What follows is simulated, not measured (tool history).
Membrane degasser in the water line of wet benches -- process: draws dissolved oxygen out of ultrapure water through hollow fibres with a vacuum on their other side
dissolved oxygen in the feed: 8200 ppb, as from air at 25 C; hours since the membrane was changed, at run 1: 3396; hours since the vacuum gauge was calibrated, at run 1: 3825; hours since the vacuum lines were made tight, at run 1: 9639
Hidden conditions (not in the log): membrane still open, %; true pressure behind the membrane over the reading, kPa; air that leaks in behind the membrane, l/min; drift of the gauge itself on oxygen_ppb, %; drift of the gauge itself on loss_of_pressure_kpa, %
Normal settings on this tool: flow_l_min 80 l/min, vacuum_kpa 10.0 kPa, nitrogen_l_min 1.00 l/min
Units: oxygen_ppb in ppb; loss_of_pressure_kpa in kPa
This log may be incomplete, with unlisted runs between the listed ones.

| run | hour | flow_l_min | vacuum_kpa | nitrogen_l_min | hours since the membrane was changed | hours since the vacuum gauge was calibrated | hours since the vacuum lines were made tight | oxygen_ppb | loss_of_pressure_kpa |
|---|---|---|---|---|---|---|---|---|---|
| 1 | 0.0 | 80 | 10.0 | 1.00 | 3396 | 3825 | 9639 | 849.0 | 54.88 |
| 2 | 83.3 | 80 | 19.7 | 1.00 | 3479 | 3908 | 9722 | 1852.1 | 54.95 |
| 3 | 130.7 | 80 | 19.7 | 1.00 | 3527 | 3955 | 9770 | 1861.1 | 55.21 |
| 4 | 186.1 | 80 | 19.7 | 1.00 | 3582 | 4011 | 9825 | 1856.0 | 55.06 |
| 5 | 289.2 | 80 | 19.7 | 1.00 | 3685 | 4114 | 9928 | 1852.5 | 55.34 |
| 6 | 350.1 | 99 | 10.0 | 1.00 | 3746 | 4175 | 9989 | 970.7 | 68.29 |
| 7 | 403.1 | 99 | 10.0 | 1.19 | 3799 | 4228 | 10042 | 875.2 | 67.94 |
|  | 468.8 | seals of the vacuum lines changed |
| 8 | 489.7 | 99 | 10.0 | 1.19 | 3884 | 4312 | 21 | 876.0 | 68.40 |
| 9 | 591.5 | 80 | 10.0 | 1.00 | 3986 | 4414 | 123 | 849.4 | 55.01 |
| 10 | 665.6 | 80 | 10.0 | 1.00 | 4060 | 4488 | 197 | 851.3 | 54.95 |
| 11 | 778.8 | 80 | 10.0 | 1.00 | 4173 | 4601 | 310 | 851.4 | 54.97 |
| 12 | 878.3 | 48 | 13.5 | 2.07 | 4272 | 4701 | 410 | 498.5 | 33.06 |
| 13 | 964.0 | 75 | 10.0 | 1.00 | 4358 | 4787 | 495 | 816.4 | 51.60 |
| 14 | 1066.1 | 75 | 10.0 | 0.66 | 4460 | 4889 | 597 | 1046.0 | 51.63 |
| 15 | 1152.9 | 80 | 10.2 | 0.54 | 4547 | 4976 | 684 | 1237.0 | 54.78 |
| 16 | 1203.6 | 106 | 10.2 | 0.54 | 4598 | 5026 | 735 | 1418.7 | 72.78 |
| 17 | 1264.8 | 106 | 10.2 | 0.54 | 4659 | 5087 | 796 | 1420.8 | 72.42 |
| 18 | 1315.2 | 72 | 19.4 | 0.49 | 4709 | 5138 | 846 | 2515.9 | 49.43 |
| 19 | 1382.5 | 49 | 10.0 | 1.60 | 4777 | 5205 | 914 | 421.5 | 33.60 |

Predict each of these 4 candidate next runs independently; none follows another, all start after run 19:
|  | 1438.4 | vacuum gauge calibrated |
| A | 1438.4 | 80 | 10.0 | 0.63 | 4832 | 0 | 969 | ? | ? |
|  | 1438.4 | vacuum gauge calibrated |
| B | 1438.4 | 49 | 18.1 | 1.60 | 4832 | 0 | 969 | ? | ? |
|  | 1438.4 | vacuum gauge calibrated |
| C | 1438.4 | 62 | 20.0 | 0.49 | 4832 | 0 | 969 | ? | ? |
|  | 1438.4 | vacuum gauge calibrated |
| D | 1438.4 | 49 | 17.2 | 0.66 | 4832 | 0 | 969 | ? | ? |

| run | oxygen_ppb | loss_of_pressure_kpa |
|---|---|---|
| A | 1113.8 | 55.17 |
| B | 875.8 | 33.76 |
| C | 2411.1 | 42.55 |
| D | 1534.7 | 33.49 |
What these runs would have given with no unlogged condition in the tool:
| run | oxygen_ppb | loss_of_pressure_kpa |
|---|---|---|
| A | 1113.7 | 55.17 |
| B | 875.8 | 33.76 |
| C | 2411.1 | 42.55 |
| D | 1534.7 | 33.48 |
